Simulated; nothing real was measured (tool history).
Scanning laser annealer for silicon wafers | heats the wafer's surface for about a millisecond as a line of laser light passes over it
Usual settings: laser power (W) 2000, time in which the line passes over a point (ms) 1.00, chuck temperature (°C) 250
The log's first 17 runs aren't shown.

| run | hour | laser power (W) | time in which the line passes over a point (ms) | chuck temperature (°C) | highest temperature of the surface (°C) |
|---|---|---|---|---|---|
| 18 | 531.8 | 2000 | 1.00 | 250 | 962 |
| 19 | 571.5 | 2000 | 1.00 | 250 | 959 |
| 20 | 607.8 | 2000 | 1.00 | 250 | 956 |
| 21 | 639.7 | 1896 | 0.77 | 229 | 795 |
|  | 658.9 | window over the wafer cleaned |
| 22 | 660.1 | 1966 | 0.77 | 265 | 889 |
| 23 | 689.1 | 2000 | 1.00 | 245 | 979 |
| 24 | 715.9 | 1944 | 0.91 | 277 | 949 |
| 25 | 757.3 | 1831 | 0.90 | 264 | 887 |
| 26 | 798.0 | 1831 | 0.90 | 264 | 887 |
| 27 | 822.9 | 1831 | 0.90 | 264 | 886 |
| 28 | 843.8 | 1795 | 0.89 | 237 | 840 |
|  | 852.8 | optics aligned, line set to its width |
| 29 | 891.1 | 2136 | 1.00 | 227 | 1004 |
| 30 | 925.3 | 2000 | 1.00 | 264 | 988 |
| 31 | 960.4 | 2000 | 0.74 | 250 | 852 |
| 32 | 998.5 | 1845 | 0.74 | 255 | 804 |
| 33 | 1031.5 | 1845 | 0.88 | 255 | 861 |
| 34 | 1072.1 | 2120 | 1.00 | 282 | 1043 |
| 35 | 1112.3 | 2120 | 1.00 | 282 | 1041 |
|  | 1126.4 | optics aligned, line set to its width, once more |
| 36 | 1158.7 | 1793 | 1.05 | 279 | 936 |
| 37 | 1203.6 | 1793 | 1.05 | 279 | 935 |
| 38 | 1246.4 | 1793 | 1.05 | 279 | 929 |
| 39 | 1281.3 | 2043 | 1.00 | 270 | 1000 |
| 40 | 1304.8 | 2043 | 1.00 | 270 | 1002 |

4 ways to go on from here, each from the tool as it stands after run 40. What would each give?
|  | 1337.7 | window over the wafer cleaned |
| A | 1343.3 | 2043 | 1.00 | 253 | ? |
|  | 1337.7 | window over the wafer cleaned |
| B | 1343.3 | 2070 | 1.01 | 259 | ? |
|  | 1337.7 | window over the wafer cleaned |
| C | 1343.3 | 2043 | 1.14 | 259 | ? |
|  | 1337.7 | window over the wafer cleaned |
| D | 1343.3 | 1705 | 1.00 | 283 | ? |

| run | highest temperature of the surface (°C) |
|---|---|
| A | 1020 |
| B | 1039 |
| C | 1088 |
| D | 911 |
Without the tool's hidden state the same runs would have given:
| run | highest temperature of the surface (°C) |
|---|---|
| A | 1020 |
| B | 1039 |
| C | 1088 |
| D | 911 |

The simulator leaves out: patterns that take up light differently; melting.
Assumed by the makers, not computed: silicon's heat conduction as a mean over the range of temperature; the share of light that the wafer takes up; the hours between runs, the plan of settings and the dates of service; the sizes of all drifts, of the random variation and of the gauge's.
